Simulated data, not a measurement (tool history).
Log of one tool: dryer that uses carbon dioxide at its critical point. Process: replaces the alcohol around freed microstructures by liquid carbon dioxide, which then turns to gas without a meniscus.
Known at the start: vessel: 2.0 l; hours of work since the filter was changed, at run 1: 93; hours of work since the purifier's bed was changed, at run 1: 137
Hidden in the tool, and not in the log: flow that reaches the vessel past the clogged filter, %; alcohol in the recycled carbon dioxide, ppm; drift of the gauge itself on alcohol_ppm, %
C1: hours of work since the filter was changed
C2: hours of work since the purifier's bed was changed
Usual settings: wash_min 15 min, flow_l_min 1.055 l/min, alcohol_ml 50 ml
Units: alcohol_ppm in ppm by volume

run 1 hour=0 | wash_min=15 flow_l_min=1.055 alcohol_ml=50 | C1=93 C2=137 | alcohol_ppm=121
run 2 hour=5.1 | wash_min=15 flow_l_min=1.055 alcohol_ml=50 | C1=95 C2=139 | alcohol_ppm=104
run 3 hour=11.3 | wash_min=15 flow_l_min=1.055 alcohol_ml=50 | C1=98 C2=142 | alcohol_ppm=107
run 4 hour=16.4 | wash_min=15 flow_l_min=1.055 alcohol_ml=50 | C1=100 C2=144 | alcohol_ppm=110
run 5 hour=24.7 | wash_min=15 flow_l_min=1.055 alcohol_ml=50 | C1=104 C2=148 | alcohol_ppm=97
run 6 hour=30.5 | wash_min=16 flow_l_min=1.055 alcohol_ml=50 | C1=107 C2=151 | alcohol_ppm=84
run 7 hour=39.4 | wash_min=16 flow_l_min=1.055 alcohol_ml=50 | C1=111 C2=155 | alcohol_ppm=95
run 8 hour=48.5 | wash_min=16 flow_l_min=1.055 alcohol_ml=50 | C1=115 C2=159 | alcohol_ppm=87
run 9 hour=54.1 | wash_min=16 flow_l_min=1.055 alcohol_ml=50 | C1=118 C2=162 | alcohol_ppm=99
run 10 hour=58.2 | wash_min=16 flow_l_min=1.055 alcohol_ml=50 | C1=120 C2=164 | alcohol_ppm=85
run 11 hour=63.3 | wash_min=16 flow_l_min=0.8 alcohol_ml=67 | C1=122 C2=166 | alcohol_ppm=342
run 12 hour=67.2 | wash_min=15 flow_l_min=0.89 alcohol_ml=32 | C1=124 C2=168 | alcohol_ppm=154
run 13 hour=71 | wash_min=13 flow_l_min=0.75 alcohol_ml=32 | C1=126 C2=169 | alcohol_ppm=489
run 14 hour=77.7 | wash_min=20 flow_l_min=1.055 alcohol_ml=38 | C1=129 C2=173 | alcohol_ppm=35
run 15 hour=86.6 | wash_min=20 flow_l_min=1.055 alcohol_ml=38 | C1=133 C2=177 | alcohol_ppm=38
run 16 hour=95.1 | wash_min=17 flow_l_min=1.055 alcohol_ml=38 | C1=137 C2=181 | alcohol_ppm=69
run 17 hour=100.3 | wash_min=9 flow_l_min=1.055 alcohol_ml=115 | C1=139 C2=183 | alcohol_ppm=1963
run 18 hour=106.6 | wash_min=9 flow_l_min=1.055 alcohol_ml=115 | C1=142 C2=186 | alcohol_ppm=1938
run 19 hour=110.6 | wash_min=13 flow_l_min=1.055 alcohol_ml=41 | C1=144 C2=188 | alcohol_ppm=185
run 20 hour=119.8 | wash_min=12 flow_l_min=0.83 alcohol_ml=74 | C1=148 C2=192 | alcohol_ppm=1039

4 ways to go on from here, each from the tool as it stands after run 20. What would each give?
run A hour=125.7 | wash_min=15 flow_l_min=1.055 alcohol_ml=93 | C1=151 C2=195 | alcohol_ppm=?
run B hour=125.7 | wash_min=21 flow_l_min=1.28 alcohol_ml=27 | C1=151 C2=195 | alcohol_ppm=?
run C hour=125.7 | wash_min=21 flow_l_min=1.17 alcohol_ml=50 | C1=151 C2=195 | alcohol_ppm=?
run D hour=125.7 | wash_min=12 flow_l_min=0.83 alcohol_ml=79 | C1=151 C2=195 | alcohol_ppm=?

run=A alcohol_ppm=195
run=B alcohol_ppm=36
run=C alcohol_ppm=35
run=D alcohol_ppm=1145
Without the tool's hidden state the same runs would have given:
run=A alcohol_ppm=129
run=B alcohol_ppm=10
run=C alcohol_ppm=7
run=D alcohol_ppm=932
